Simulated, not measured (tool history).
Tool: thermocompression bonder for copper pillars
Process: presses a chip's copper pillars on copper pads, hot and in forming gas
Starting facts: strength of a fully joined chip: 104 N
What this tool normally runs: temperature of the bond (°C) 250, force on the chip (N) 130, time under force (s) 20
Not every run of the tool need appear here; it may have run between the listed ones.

| run | hour | temperature of the bond (°C) | force on the chip (N) | time under force (s) | force that shears a chip off (N) |
|---|---|---|---|---|---|
| 1 | 0.0 | 250 | 130 | 20 | 70.9 |
| 2 | 8.4 | 250 | 130 | 20 | 70.3 |
| 3 | 13.2 | 250 | 130 | 20 | 70.3 |
| 4 | 18.6 | 222 | 130 | 20 | 55.1 |
| 5 | 25.6 | 222 | 143 | 20 | 59.2 |
| 6 | 34.4 | 250 | 130 | 13 | 63.5 |
| 7 | 38.3 | 250 | 130 | 44 | 82.3 |
| 8 | 42.0 | 250 | 130 | 20 | 70.4 |
| 9 | 47.2 | 250 | 130 | 20 | 69.4 |
| 10 | 55.7 | 270 | 130 | 20 | 78.9 |
| 11 | 63.6 | 270 | 130 | 20 | 79.6 |
| 12 | 69.6 | 270 | 130 | 20 | 78.8 |
| 13 | 73.7 | 250 | 130 | 20 | 69.2 |
| 14 | 80.3 | 250 | 130 | 20 | 68.9 |
| 15 | 84.6 | 250 | 130 | 20 | 70.9 |
| 16 | 91.4 | 250 | 130 | 20 | 68.6 |
| 17 | 97.9 | 250 | 130 | 20 | 68.7 |
| 18 | 105.4 | 250 | 130 | 33 | 76.4 |
| 19 | 110.3 | 250 | 130 | 33 | 76.3 |
| 20 | 114.5 | 270 | 127 | 45 | 87.0 |
| 21 | 120.8 | 249 | 161 | 20 | 76.8 |
| 22 | 129.5 | 261 | 161 | 20 | 82.1 |
| 23 | 134.3 | 221 | 119 | 20 | 46.9 |
| 24 | 139.4 | 221 | 119 | 20 | 47.8 |
| 25 | 146.0 | 221 | 119 | 20 | 48.5 |
| 26 | 150.5 | 221 | 119 | 20 | 47.2 |
| 27 | 156.5 | 272 | 159 | 25 | 87.1 |
| 28 | 164.9 | 272 | 159 | 25 | 86.1 |
| 29 | 170.7 | 272 | 159 | 25 | 86.7 |
| 30 | 179.7 | 243 | 130 | 55 | 78.4 |
| 31 | 187.4 | 276 | 115 | 25 | 76.5 |
| 32 | 192.9 | 261 | 130 | 26 | 76.6 |
| 33 | 199.7 | 261 | 130 | 26 | 75.3 |
| 34 | 203.8 | 261 | 130 | 26 | 76.1 |
| 35 | 212.0 | 244 | 120 | 20 | 60.0 |
| 36 | 217.2 | 240 | 94 | 28 | 51.3 |
| 37 | 223.2 | 240 | 94 | 28 | 50.2 |

Same runs, no hidden state in the tool, same run-to-run variation:
The tool's hidden condition here consists of: true temperature of the bond over the reading, C; force that reaches the chip, % of what is set; oxide that the forming gas leaves, % of the face; drift of the gauge itself on shear_n, %.
| run | force that shears a chip off (N) |
|---|---|
| 1 | 76.9 |
| 2 | 76.4 |
| 3 | 76.6 |
| 4 | 60.7 |
| 5 | 65.3 |
| 6 | 69.9 |
| 7 | 89.5 |
| 8 | 77.4 |
| 9 | 76.5 |
| 10 | 86.5 |
| 11 | 87.2 |
| 12 | 86.6 |
| 13 | 76.8 |
| 14 | 76.5 |
| 15 | 78.8 |
| 16 | 76.4 |
| 17 | 76.8 |
| 18 | 85.1 |
| 19 | 85.0 |
| 20 | 96.2 |
| 21 | 85.8 |
| 22 | 91.5 |
| 23 | 53.9 |
| 24 | 54.9 |
| 25 | 55.8 |
| 26 | 54.5 |
| 27 | 97.4 |
| 28 | 96.5 |
| 29 | 97.3 |
| 30 | 89.2 |
| 31 | 87.1 |
| 32 | 87.5 |
| 33 | 86.2 |
| 34 | 87.2 |
| 35 | 69.9 |
| 36 | 60.2 |
| 37 | 59.0 |
